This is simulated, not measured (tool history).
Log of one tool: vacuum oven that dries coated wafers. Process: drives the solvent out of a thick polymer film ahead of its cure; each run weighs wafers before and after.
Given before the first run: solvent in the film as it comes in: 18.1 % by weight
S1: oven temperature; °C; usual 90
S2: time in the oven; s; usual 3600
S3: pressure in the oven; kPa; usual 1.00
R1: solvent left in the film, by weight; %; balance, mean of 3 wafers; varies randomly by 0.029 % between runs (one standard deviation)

run 1 day=0.000 | S1=90 S2=3600 S3=1.00 | R1=1.53
run 2 day=0.738 | S1=90 S2=3180 S3=1.00 | R1=1.80
run 3 day=1.558 | S1=90 S2=2580 S3=1.00 | R1=2.48
run 4 day=2.054 | S1=98 S2=3600 S3=1.00 | R1=0.70
run 5 day=3.167 | S1=98 S2=2820 S3=1.00 | R1=0.89
run 6 day=3.858 | S1=98 S2=2820 S3=1.00 | R1=0.89
run 7 day=4.921 | S1=98 S2=3660 S3=1.00 | R1=0.76
run 8 day=5.600 | S1=98 S2=3660 S3=1.00 | R1=0.69
run 9 day=6.133 | S1=98 S2=3660 S3=1.00 | R1=0.67
run 10 day=6.804 | S1=98 S2=3660 S3=1.00 | R1=0.66
run 11 day=7.608 | S1=98 S2=3660 S3=0.51 | R1=0.42
run 12 day=8.354 | S1=93 S2=3600 S3=1.00 | R1=1.13
run 13 day=9.412 | S1=102 S2=3600 S3=1.00 | R1=0.56
run 14 day=9.983 | S1=102 S2=3600 S3=1.00 | R1=0.57
run 15 day=10.538 | S1=102 S2=3600 S3=1.00 | R1=0.59
run 16 day=11.433 | S1=90 S2=3600 S3=2.73 | R1=2.82
run 17 day=12.175 | S1=90 S2=3600 S3=2.73 | R1=2.80
run 18 day=13.179 | S1=90 S2=3600 S3=2.73 | R1=2.86
run 19 day=13.825 | S1=83 S2=5160 S3=3.25 | R1=4.39
run 20 day=14.883 | S1=90 S2=3240 S3=1.00 | R1=1.77
run 21 day=15.996 | S1=90 S2=3240 S3=1.00 | R1=1.74
run 22 day=16.933 | S1=90 S2=3600 S3=0.51 | R1=1.10
run 23 day=17.854 | S1=90 S2=5820 S3=3.15 | R1=2.69
run 24 day=18.692 | S1=104 S2=4740 S3=1.06 | R1=0.56
run 25 day=19.717 | S1=82 S2=3600 S3=1.92 | R1=4.44
run 26 day=20.629 | S1=82 S2=3600 S3=1.92 | R1=4.45
run 27 day=21.575 | S1=90 S2=3600 S3=3.91 | R1=3.72
run 28 day=22.629 | S1=78 S2=2340 S3=3.06 | R1=8.95
run 29 day=23.312 | S1=93 S2=3960 S3=1.00 | R1=0.99
run 30 day=23.983 | S1=80 S2=2820 S3=0.63 | R1=5.09
run 31 day=24.508 | S1=89 S2=4920 S3=0.54 | R1=0.78
run 32 day=25.567 | S1=89 S2=4920 S3=2.50 | R1=2.38
run 33 day=26.275 | S1=89 S2=2880 S3=0.58 | R1=1.84
run 34 day=26.838 | S1=82 S2=2400 S3=1.32 | R1=5.61
run 35 day=27.558 | S1=82 S2=2400 S3=1.32 | R1=5.71

Consider 3 possible next runs. They are alternatives, not a sequence: every one starts from the tool as it was left by run 35. What does each give?
run A day=28.271 | S1=90 S2=2700 S3=0.82 | R1=?
run B day=28.271 | S1=101 S2=3300 S3=0.79 | R1=?
run C day=28.271 | S1=90 S2=3300 S3=1.00 | R1=?

run=A R1=1.91
run=B R1=0.48
run=C R1=1.58
With the hidden condition removed and each run's random variation left untouched, the same runs would have given:
run=A R1=2.32
run=B R1=0.46
run=C R1=1.87

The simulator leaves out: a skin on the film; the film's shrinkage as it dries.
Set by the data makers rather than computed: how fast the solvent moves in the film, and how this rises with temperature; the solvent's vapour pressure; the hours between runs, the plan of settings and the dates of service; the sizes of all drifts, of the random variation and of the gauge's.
